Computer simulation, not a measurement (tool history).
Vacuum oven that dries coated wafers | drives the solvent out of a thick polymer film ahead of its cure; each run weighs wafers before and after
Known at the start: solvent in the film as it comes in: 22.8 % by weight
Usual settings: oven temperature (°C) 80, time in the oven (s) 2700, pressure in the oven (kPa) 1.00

Run 1, hour 0.0: usual settings. Result: solvent left in the film (%) 1.57.
At hour 13.9: oven's thermocouples calibrated.
Run 2, hour 33.5: usual settings. Result: solvent left in the film (%) 1.61.
Run 3, hour 59.7: usual settings. Result: solvent left in the film (%) 1.57.
Run 4, hour 97.3: usual settings but pressure in the oven (kPa) 0.91. Result: solvent left in the film (%) 1.52.
Run 5, hour 145.4: usual settings but pressure in the oven (kPa) 0.91. Result: solvent left in the film (%) 1.57.
Run 6, hour 177.8: usual settings but pressure in the oven (kPa) 0.91. Result: solvent left in the film (%) 1.54.
Run 7, hour 216.7: usual settings but pressure in the oven (kPa) 0.68. Result: solvent left in the film (%) 1.48.
Run 8, hour 261.5: usual settings but pressure in the oven (kPa) 0.68. Result: solvent left in the film (%) 1.44.
Run 9, hour 290.5: usual settings but pressure in the oven (kPa) 0.68. Result: solvent left in the film (%) 1.41.
Run 10, hour 333.2: usual settings but pressure in the oven (kPa) 0.68. Result: solvent left in the film (%) 1.42.
Run 11, hour 370.4: usual settings but pressure in the oven (kPa) 0.68. Result: solvent left in the film (%) 1.45.
Run 12, hour 402.4: usual settings but pressure in the oven (kPa) 0.68. Result: solvent left in the film (%) 1.51.
Run 13, hour 463.4: usual settings but pressure in the oven (kPa) 0.68. Result: solvent left in the film (%) 1.44.
Run 14, hour 508.5: usual settings but pressure in the oven (kPa) 0.68. Result: solvent left in the film (%) 1.45.
Run 15, hour 555.5: usual settings but pressure in the oven (kPa) 0.68. Result: solvent left in the film (%) 1.48.
Run 16, hour 580.1: usual settings but pressure in the oven (kPa) 0.68. Result: solvent left in the film (%) 1.45.
Run 17, hour 625.5: usual settings but pressure in the oven (kPa) 0.68. Result: solvent left in the film (%) 1.46.
Run 18, hour 650.3: usual settings. Result: solvent left in the film (%) 1.57.
Run 19, hour 681.3: usual settings but oven temperature (°C) 91. Result: solvent left in the film (%) 0.42.
Run 20, hour 725.9: usual settings but oven temperature (°C) 77. Result: solvent left in the film (%) 2.30.
Run 21, hour 781.0: usual settings but oven temperature (°C) 77, pressure in the oven (kPa) 3.28. Result: solvent left in the film (%) 3.43.
Run 22, hour 807.5: usual settings but oven temperature (°C) 77, pressure in the oven (kPa) 3.28. Result: solvent left in the film (%) 3.45.
Run 23, hour 847.7: usual settings but time in the oven (s) 2940. Result: solvent left in the film (%) 1.35.
Run 24, hour 877.2: usual settings but pressure in the oven (kPa) 0.57. Result: solvent left in the film (%) 1.42.
Run 25, hour 916.3: usual settings but oven temperature (°C) 79, pressure in the oven (kPa) 0.52. Result: solvent left in the film (%) 1.60.
Run 26, hour 976.2: usual settings but oven temperature (°C) 79, pressure in the oven (kPa) 0.52. Result: solvent left in the film (%) 1.56.
Run 27, hour 1030.1: usual settings but oven temperature (°C) 73, time in the oven (s) 2460, pressure in the oven (kPa) 2.82. Result: solvent left in the film (%) 5.00.
Run 28, hour 1073.9: usual settings but oven temperature (°C) 73, time in the oven (s) 2460, pressure in the oven (kPa) 2.82. Result: solvent left in the film (%) 4.97.
Run 29, hour 1113.0: usual settings but oven temperature (°C) 85, time in the oven (s) 3000, pressure in the oven (kPa) 0.82. Result: solvent left in the film (%) 0.60.
Run 30, hour 1166.9: usual settings but oven temperature (°C) 85, time in the oven (s) 3000, pressure in the oven (kPa) 0.82. Result: solvent left in the film (%) 0.62.
Run 31, hour 1202.4: usual settings but oven temperature (°C) 67, time in the oven (s) 4380, pressure in the oven (kPa) 2.81. Result: solvent left in the film (%) 4.45.
Run 32, hour 1247.7: usual settings but oven temperature (°C) 67, time in the oven (s) 4380, pressure in the oven (kPa) 2.81. Result: solvent left in the film (%) 4.46.
Run 33, hour 1279.2: usual settings but time in the oven (s) 2340, pressure in the oven (kPa) 1.91. Result: solvent left in the film (%) 2.52.
Run 34, hour 1329.2: usual settings but time in the oven (s) 3720, pressure in the oven (kPa) 1.42. Result: solvent left in the film (%) 1.10.
Run 35, hour 1385.1: usual settings but time in the oven (s) 2160. Result: solvent left in the film (%) 2.44.
Run 36, hour 1444.2: usual settings but time in the oven (s) 2160. Result: solvent left in the film (%) 2.43.
Run 37, hour 1498.1: usual settings but time in the oven (s) 2160. Result: solvent left in the film (%) 2.44.
Run 38, hour 1559.0: usual settings but time in the oven (s) 2160. Result: solvent left in the film (%) 2.45.
Run 39, hour 1617.8: usual settings but oven temperature (°C) 72, time in the oven (s) 2400, pressure in the oven (kPa) 1.41. Result: solvent left in the film (%) 4.82.
Run 40, hour 1673.3: usual settings but time in the oven (s) 2520, pressure in the oven (kPa) 0.80. Result: solvent left in the film (%) 1.74.
Run 41, hour 1713.6: usual settings but oven temperature (°C) 69, time in the oven (s) 1560, pressure in the oven (kPa) 0.78. Result: solvent left in the film (%) 8.45.

Forecast each of these 3 alternatives for the next run:
Run A, hour 1747.5: usual settings but oven temperature (°C) 69, pressure in the oven (kPa) 1.98. Result: solvent left in the film (%) ?.
Run B, hour 1747.5: usual settings but oven temperature (°C) 74, time in the oven (s) 3060, pressure in the oven (kPa) 1.09. Result: solvent left in the film (%) ?.
Run C, hour 1747.5: usual settings but oven temperature (°C) 85, time in the oven (s) 1560, pressure in the oven (kPa) 0.96. Result: solvent left in the film (%) ?.

run  solvent left in the film (%)
  A                          5.71
  B                          2.66
  C                          2.51
Without the tool's hidden state the same runs would have given:
run  solvent left in the film (%)
  A                          5.72
  B                          2.66
  C                          2.52

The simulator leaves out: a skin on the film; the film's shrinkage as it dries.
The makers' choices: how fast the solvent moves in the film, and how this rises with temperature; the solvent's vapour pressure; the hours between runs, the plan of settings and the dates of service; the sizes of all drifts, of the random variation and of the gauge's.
